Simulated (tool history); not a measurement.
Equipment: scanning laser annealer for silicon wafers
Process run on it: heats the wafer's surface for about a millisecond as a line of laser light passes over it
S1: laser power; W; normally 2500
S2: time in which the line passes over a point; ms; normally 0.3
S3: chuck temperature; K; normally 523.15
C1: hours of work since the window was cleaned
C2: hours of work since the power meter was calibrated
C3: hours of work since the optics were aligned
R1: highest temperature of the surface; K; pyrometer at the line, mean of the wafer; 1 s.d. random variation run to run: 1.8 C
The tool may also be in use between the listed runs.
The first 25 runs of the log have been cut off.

run,hour,S1,S2,S3,C1,C2,C3,R1
26,1478.8,2679,0.346,512.15,658,85,680,1377.15
27,1525.1,2506,0.259,531.15,680,107,703,1222.15
28,1567.5,2223,0.353,504.15,700,127,723,1213.15
29,1603.3,2223,0.353,504.15,717,145,740,1216.15
30,1656.6,2223,0.353,504.15,743,170,766,1216.15
31,1692.7,2271,0.324,523.15,760,187,783,1216.15
32,1759.5,2415,0.301,509.15,792,220,815,1217.15
33,1839.6,2634,0.334,523.15,831,258,854,1351.15
34,1880.8,2375,0.3,552.15,850,278,873,1248.15
35,1949.8,2536,0.369,552.15,883,311,906,1388.15
# hour 1984.2: window over the wafer cleaned
36,1998.6,2500,0.289,545.15,7,333,929,1292.15
37,2076.5,2466,0.3,523.15,44,371,966,1273.15
38,2136.9,2466,0.3,523.15,73,400,995,1268.15
# hour 2201.4: optics aligned, line set to its width
39,2211,2466,0.3,523.15,106,433,5,1275.15
40,2247.4,2500,0.3,562.15,124,450,22,1324.15

Forecast each of these 5 alternatives for the next run:
A,2327.2,2194,0.362,523.15,162,488,60,?
B,2327.2,2390,0.3,523.15,162,488,60,?
C,2327.2,2576,0.3,541.15,162,488,60,?
D,2327.2,2166,0.238,555.15,162,488,60,?
E,2327.2,2444,0.366,557.15,162,488,60,?

run,R1
A,1250.15
B,1247.15
C,1325.15
D,1126.15
E,1383.15
Without the tool's unlogged condition, the same runs would have read:
run,R1
A,1259.15
B,1256.15
C,1335.15
D,1133.15
E,1393.15
